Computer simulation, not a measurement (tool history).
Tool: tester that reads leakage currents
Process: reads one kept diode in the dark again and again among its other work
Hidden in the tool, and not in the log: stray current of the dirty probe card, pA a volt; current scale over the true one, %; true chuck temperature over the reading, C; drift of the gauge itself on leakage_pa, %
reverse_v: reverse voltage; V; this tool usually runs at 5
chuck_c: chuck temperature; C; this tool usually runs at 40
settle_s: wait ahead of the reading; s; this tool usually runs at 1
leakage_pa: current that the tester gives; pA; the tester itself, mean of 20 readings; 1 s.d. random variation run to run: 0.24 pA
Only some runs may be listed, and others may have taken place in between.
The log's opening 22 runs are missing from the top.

run,hour,reverse_v,chuck_c,settle_s,hours of work since the probe card was cleaned,hours of work since the tester was calibrated,hours of work since the chuck was calibrated,leakage_pa
23,2686.5,15.82,42,0.65,242,764,378,130.07
24,2806.2,15.82,42,0.32,296,817,431,136.19
25,2941.6,15.82,39,2.88,356,878,492,97.66
26,3073.2,4.47,21,1.41,415,936,550,15.28
27,3160.1,4.47,21,1.41,453,975,589,15.23
28,3271.9,4.47,21,1.41,503,1025,639,15.07
29,3340.9,19.95,52,1.41,534,1056,670,273.69
30,3421.5,3.96,30,0.96,570,1092,705,29.82
31,3494.8,3.96,30,0.96,603,1124,738,29.72
32,3563.4,3.96,30,0.96,633,1155,769,29.82
33,3659.8,2.88,42,2.33,676,1198,812,66.3
34,3740.7,17.55,40,1,712,1234,848,108.75
35,3860,2.38,41,1.24,766,1287,901,57.47
36,3930.2,1.15,45,0.34,797,1318,932,61.84
37,4079,1.15,45,0.34,863,1385,999,61.54
38,4156.5,6.98,22,7.11,898,1419,1033,18.63
39,4301.9,6.98,22,7.11,963,1484,1098,18.48

4 options for the next run, each taken on its own from the tool as it stands now. Forecast them:
A,4406.6,3.51,41,0.61,1009,1531,1145,?
B,4406.6,1.51,31,1.06,1009,1531,1145,?
C,4406.6,5,40,0.39,1009,1531,1145,?
D,4406.6,14.39,40,1,1009,1531,1145,?

run,leakage_pa
A,64.34
B,21.61
C,69.03
D,98.8
With no hidden state in the tool, these same runs would have given:
run,leakage_pa
A,75.15
B,25.39
C,79.79
D,110.92
